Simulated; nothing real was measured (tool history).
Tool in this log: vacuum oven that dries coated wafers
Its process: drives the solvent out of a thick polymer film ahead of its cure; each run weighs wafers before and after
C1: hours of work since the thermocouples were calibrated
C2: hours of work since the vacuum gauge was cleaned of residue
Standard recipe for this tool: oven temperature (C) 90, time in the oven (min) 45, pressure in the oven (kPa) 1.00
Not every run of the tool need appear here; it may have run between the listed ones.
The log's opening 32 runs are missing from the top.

run 33 hour=2367.2 | oven_temperature_(C)=80 time_in_the_oven_(min)=45 pressure_in_the_oven_(kPa)=0.61 | C1=1470 C2=420 | solvent_left_in_the_film_(%)=3.04
run 34 hour=2472.2 | oven_temperature_(C)=95 time_in_the_oven_(min)=64 pressure_in_the_oven_(kPa)=0.85 | C1=1521 C2=471 | solvent_left_in_the_film_(%)=0.53
run 35 hour=2553.0 | oven_temperature_(C)=84 time_in_the_oven_(min)=64 pressure_in_the_oven_(kPa)=2.50 | C1=1560 C2=511 | solvent_left_in_the_film_(%)=2.61
run 36 hour=2643.0 | oven_temperature_(C)=90 time_in_the_oven_(min)=24 pressure_in_the_oven_(kPa)=1.13 | C1=1604 C2=555 | solvent_left_in_the_film_(%)=2.78
-- hour=2674.8 oven's thermocouples calibrated
run 37 hour=2709.0 | oven_temperature_(C)=90 time_in_the_oven_(min)=29 pressure_in_the_oven_(kPa)=0.71 | C1=17 C2=586 | solvent_left_in_the_film_(%)=2.24
run 38 hour=2792.8 | oven_temperature_(C)=90 time_in_the_oven_(min)=29 pressure_in_the_oven_(kPa)=0.71 | C1=58 C2=627 | solvent_left_in_the_film_(%)=2.25
run 39 hour=2899.3 | oven_temperature_(C)=103 time_in_the_oven_(min)=56 pressure_in_the_oven_(kPa)=2.17 | C1=109 C2=679 | solvent_left_in_the_film_(%)=1.01
run 40 hour=2968.6 | oven_temperature_(C)=95 time_in_the_oven_(min)=56 pressure_in_the_oven_(kPa)=0.89 | C1=143 C2=712 | solvent_left_in_the_film_(%)=0.66
run 41 hour=3071.1 | oven_temperature_(C)=90 time_in_the_oven_(min)=45 pressure_in_the_oven_(kPa)=1.33 | C1=193 C2=762 | solvent_left_in_the_film_(%)=1.58
run 42 hour=3162.9 | oven_temperature_(C)=86 time_in_the_oven_(min)=23 pressure_in_the_oven_(kPa)=0.59 | C1=238 C2=807 | solvent_left_in_the_film_(%)=4.41
run 43 hour=3269.5 | oven_temperature_(C)=82 time_in_the_oven_(min)=51 pressure_in_the_oven_(kPa)=3.17 | C1=290 C2=859 | solvent_left_in_the_film_(%)=4.56
run 44 hour=3333.6 | oven_temperature_(C)=82 time_in_the_oven_(min)=51 pressure_in_the_oven_(kPa)=3.17 | C1=321 C2=890 | solvent_left_in_the_film_(%)=4.55
run 45 hour=3441.4 | oven_temperature_(C)=78 time_in_the_oven_(min)=43 pressure_in_the_oven_(kPa)=1.85 | C1=374 C2=943 | solvent_left_in_the_film_(%)=5.49
run 46 hour=3528.7 | oven_temperature_(C)=90 time_in_the_oven_(min)=45 pressure_in_the_oven_(kPa)=2.90 | C1=416 C2=985 | solvent_left_in_the_film_(%)=2.61

3 options for the next run, each taken on its own from the tool as it stands now. Forecast them:
run A hour=3633.4 | oven_temperature_(C)=88 time_in_the_oven_(min)=45 pressure_in_the_oven_(kPa)=2.90 | C1=467 C2=1036 | solvent_left_in_the_film_(%)=?
run B hour=3633.4 | oven_temperature_(C)=80 time_in_the_oven_(min)=45 pressure_in_the_oven_(kPa)=2.90 | C1=467 C2=1036 | solvent_left_in_the_film_(%)=?
run C hour=3633.4 | oven_temperature_(C)=104 time_in_the_oven_(min)=72 pressure_in_the_oven_(kPa)=2.90 | C1=467 C2=1036 | solvent_left_in_the_film_(%)=?

run=A solvent_left_in_the_film_(%)=3.03
run=B solvent_left_in_the_film_(%)=5.41
run=C solvent_left_in_the_film_(%)=1.32
With the hidden condition removed and each run's random variation left untouched, the same runs would have given:
run=A solvent_left_in_the_film_(%)=2.90
run=B solvent_left_in_the_film_(%)=5.31
run=C solvent_left_in_the_film_(%)=1.20
